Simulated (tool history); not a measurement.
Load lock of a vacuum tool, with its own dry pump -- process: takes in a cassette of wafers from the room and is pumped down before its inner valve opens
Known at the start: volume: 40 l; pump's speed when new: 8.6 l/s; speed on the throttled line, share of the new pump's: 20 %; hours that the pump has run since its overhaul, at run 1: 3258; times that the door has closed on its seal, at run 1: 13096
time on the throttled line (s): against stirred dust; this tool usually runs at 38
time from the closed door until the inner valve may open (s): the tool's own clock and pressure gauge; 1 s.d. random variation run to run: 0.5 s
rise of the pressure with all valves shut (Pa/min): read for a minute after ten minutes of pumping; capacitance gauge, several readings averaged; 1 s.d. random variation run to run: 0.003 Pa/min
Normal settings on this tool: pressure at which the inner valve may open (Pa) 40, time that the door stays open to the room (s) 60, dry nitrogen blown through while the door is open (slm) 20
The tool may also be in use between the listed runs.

run,hour,time on the throttled line (s),pressure at which the inner valve may open (Pa),time that the door stays open to the room (s),dry nitrogen blown through while the door is open (slm),hours that the pump has run since its overhaul,times that the door has closed on its seal,"incoming humidity of the room's air, %",time from the closed door until the inner valve may open (s),rise of the pressure with all valves shut (Pa/min)
1,0.0,38,40,60,20,3258,13096,47.5,68.0,0.175
2,316.1,38,40,60,20,3574,14366,45.0,68.3,0.193
3,674.0,38,40,60,20,3932,15805,42.7,68.0,0.222
4,1036.1,38,40,60,20,4294,17261,45.2,70.0,0.260
5,1479.7,38,40,60,20,4737,19044,44.8,69.2,0.295
6,2003.3,38,40,60,20,5261,21149,45.0,70.9,0.362
# hour 2168.3: door's seal changed, seat wiped
7,2524.4,38,40,60,20,5780,1432,42.9,70.0,0.038
8,3142.9,38,40,60,20,6399,3918,40.8,69.7,0.058
9,3816.9,38,45,216,20,7073,6628,45.9,69.9,0.122
10,4210.9,38,33,216,20,7467,8212,43.5,72.2,0.137
11,4662.6,47,57,164,20,7919,10027,44.9,76.4,0.162
12,5371.5,47,34,164,10,8628,12877,44.7,79.3,0.219
13,5760.1,47,34,192,7,9016,14439,49.5,80.3,0.282
14,6423.2,47,34,192,7,9679,17105,44.8,80.6,0.337

Alternative continuations, all from the tool just after run 14; predict every row:
A,6826.2,38,40,158,8,10082,18725,43.0,?,?
B,6826.2,47,52,137,5,10082,18725,42.1,?,?
C,6826.2,38,40,93,20,10082,18725,44.6,?,?
D,6826.2,51,59,60,20,10082,18725,45.6,?,?

run,time from the closed door until the inner valve may open (s),rise of the pressure with all valves shut (Pa/min)
A,73.0,0.340
B,78.4,0.360
C,74.0,0.301
D,80.8,0.294
Stripped of hidden state, with their random variation kept, the same runs would have yielded:
run,time from the closed door until the inner valve may open (s),rise of the pressure with all valves shut (Pa/min)
A,66.3,0.085
B,72.5,0.101
C,67.3,0.044
D,75.1,0.039

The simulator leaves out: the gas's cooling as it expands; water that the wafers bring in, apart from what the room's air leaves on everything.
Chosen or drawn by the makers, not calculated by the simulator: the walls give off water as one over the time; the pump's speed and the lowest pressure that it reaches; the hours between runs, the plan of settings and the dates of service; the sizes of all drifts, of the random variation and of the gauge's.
